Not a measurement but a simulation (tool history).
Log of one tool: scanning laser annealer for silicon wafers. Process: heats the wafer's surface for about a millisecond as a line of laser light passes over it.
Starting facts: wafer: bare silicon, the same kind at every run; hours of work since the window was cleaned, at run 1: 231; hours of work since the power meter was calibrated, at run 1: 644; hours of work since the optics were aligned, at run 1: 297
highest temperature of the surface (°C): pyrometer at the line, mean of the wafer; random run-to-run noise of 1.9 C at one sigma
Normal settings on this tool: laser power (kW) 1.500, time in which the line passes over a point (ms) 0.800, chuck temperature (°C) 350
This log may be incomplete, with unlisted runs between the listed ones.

run,hour,laser power (kW),time in which the line passes over a point (ms),chuck temperature (°C),hours of work since the window was cleaned,hours of work since the power meter was calibrated,hours of work since the optics were aligned,highest temperature of the surface (°C)
1,0.0,1.500,0.800,350,231,644,297,1162
2,17.0,1.500,0.800,350,240,653,306,1160
3,52.3,1.500,0.800,350,258,671,324,1159
4,81.6,1.500,0.800,350,274,687,339,1157
5,106.8,1.500,0.800,350,287,700,352,1156
6,142.4,1.500,0.800,350,305,718,371,1155
7,157.9,1.500,0.800,350,313,726,379,1152
8,184.5,1.316,0.826,337,327,740,393,1037
9,199.8,1.412,0.800,338,335,748,401,1087
10,235.3,1.412,0.800,338,353,766,419,1082
11,261.6,1.316,0.620,350,367,780,433,941
12,297.5,1.376,0.879,336,386,798,451,1095

Forecast each of these 5 alternatives for the next run:
A,318.3,1.376,0.879,312,396,809,462,?
B,318.3,1.500,0.806,350,396,809,462,?
C,318.3,1.500,0.800,317,396,809,462,?
D,318.3,1.437,0.879,336,396,809,462,?
E,318.3,1.346,0.879,336,396,809,462,?

run,highest temperature of the surface (°C)
A,1070
B,1152
C,1111
D,1133
E,1078
What these runs would have given with no unlogged condition in the tool:
run,highest temperature of the surface (°C)
A,1102
B,1187
C,1145
D,1168
E,1110

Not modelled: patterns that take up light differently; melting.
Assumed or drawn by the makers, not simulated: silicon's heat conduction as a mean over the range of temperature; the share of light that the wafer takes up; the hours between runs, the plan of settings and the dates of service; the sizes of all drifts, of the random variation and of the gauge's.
